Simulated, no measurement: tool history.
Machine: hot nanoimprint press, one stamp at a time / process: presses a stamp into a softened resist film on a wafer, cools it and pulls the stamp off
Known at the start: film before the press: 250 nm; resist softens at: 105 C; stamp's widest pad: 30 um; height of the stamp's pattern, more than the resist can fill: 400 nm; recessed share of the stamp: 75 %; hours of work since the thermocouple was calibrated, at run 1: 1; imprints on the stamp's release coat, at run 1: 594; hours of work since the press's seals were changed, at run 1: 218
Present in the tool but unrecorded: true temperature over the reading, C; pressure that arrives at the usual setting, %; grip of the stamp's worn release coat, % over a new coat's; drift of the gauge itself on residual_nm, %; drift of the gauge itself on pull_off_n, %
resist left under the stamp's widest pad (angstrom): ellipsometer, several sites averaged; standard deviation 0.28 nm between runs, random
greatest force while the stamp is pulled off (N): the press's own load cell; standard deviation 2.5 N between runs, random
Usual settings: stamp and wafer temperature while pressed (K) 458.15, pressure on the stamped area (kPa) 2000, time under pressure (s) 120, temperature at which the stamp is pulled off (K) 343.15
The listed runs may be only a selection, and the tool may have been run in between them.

| run | hour | stamp and wafer temperature while pressed (K) | pressure on the stamped area (kPa) | time under pressure (s) | temperature at which the stamp is pulled off (K) | hours of work since the thermocouple was calibrated | imprints on the stamp's release coat | hours of work since the press's seals were changed | resist left under the stamp's widest pad (angstrom) | greatest force while the stamp is pulled off (N) |
|---|---|---|---|---|---|---|---|---|---|---|
| 1 | 0.0 | 458.15 | 2000 | 120 | 343.15 | 1 | 594 | 218 | 981 | 132 |
| 2 | 11.5 | 458.15 | 2000 | 120 | 343.15 | 8 | 631 | 225 | 982 | 132 |
| 3 | 25.7 | 458.15 | 2000 | 120 | 343.15 | 16 | 676 | 233 | 976 | 133 |
| 4 | 38.5 | 451.15 | 2000 | 120 | 343.15 | 24 | 717 | 241 | 1197 | 132 |
| 5 | 60.1 | 458.15 | 2000 | 120 | 343.15 | 36 | 786 | 254 | 987 | 140 |
| 6 | 76.8 | 458.15 | 2000 | 120 | 343.15 | 46 | 840 | 263 | 984 | 133 |
| 7 | 86.1 | 458.15 | 2000 | 120 | 343.15 | 52 | 870 | 269 | 984 | 133 |
| 8 | 95.3 | 458.15 | 2430 | 120 | 343.15 | 57 | 899 | 274 | 897 | 139 |
| 9 | 109.5 | 458.15 | 2000 | 120 | 343.15 | 66 | 945 | 283 | 988 | 138 |
| 10 | 121.7 | 458.15 | 2000 | 120 | 343.15 | 73 | 984 | 290 | 986 | 146 |
|  | 125.7 | plate thermocouple calibrated |
| 11 | 135.1 | 458.15 | 2000 | 120 | 343.15 | 6 | 1017 | 296 | 997 | 147 |
| 12 | 154.4 | 458.15 | 2790 | 120 | 343.15 | 17 | 1079 | 307 | 849 | 145 |
| 13 | 169.6 | 458.15 | 2790 | 120 | 343.15 | 26 | 1128 | 316 | 851 | 145 |
|  | 173.7 | plate thermocouple calibrated, once more |
| 14 | 183.1 | 458.15 | 2790 | 70 | 343.15 | 6 | 1162 | 322 | 1040 | 145 |
| 15 | 201.3 | 458.15 | 2000 | 120 | 333.15 | 16 | 1220 | 333 | 982 | 174 |
| 16 | 216.7 | 458.15 | 2000 | 120 | 333.15 | 25 | 1269 | 342 | 990 | 180 |
| 17 | 237.1 | 458.15 | 2000 | 120 | 333.15 | 37 | 1335 | 354 | 992 | 187 |
| 18 | 247.7 | 458.15 | 2000 | 120 | 333.15 | 44 | 1369 | 361 | 988 | 179 |
| 19 | 268.7 | 463.15 | 1370 | 128 | 331.15 | 56 | 1436 | 373 | 1014 | 196 |
| 20 | 283.8 | 463.15 | 1370 | 128 | 331.15 | 65 | 1485 | 382 | 1010 | 187 |
| 21 | 297.5 | 457.15 | 2910 | 157 | 343.15 | 73 | 1529 | 390 | 763 | 158 |
| 22 | 317.7 | 457.15 | 2910 | 157 | 343.15 | 85 | 1594 | 402 | 763 | 166 |
| 23 | 335.8 | 457.15 | 2910 | 157 | 343.15 | 95 | 1652 | 412 | 761 | 166 |

For run 24, what comes out?
| 24 | 351.2 | 458.15 | 2000 | 120 | 343.15 | 104 | 1701 | 421 | ? | ? |

resist left under the stamp's widest pad (angstrom): 995
greatest force while the stamp is pulled off (N): 164
With no hidden state in the tool, this same run would have given resist left under the stamp's widest pad (angstrom) 974, greatest force while the stamp is pulled off (N) 117.
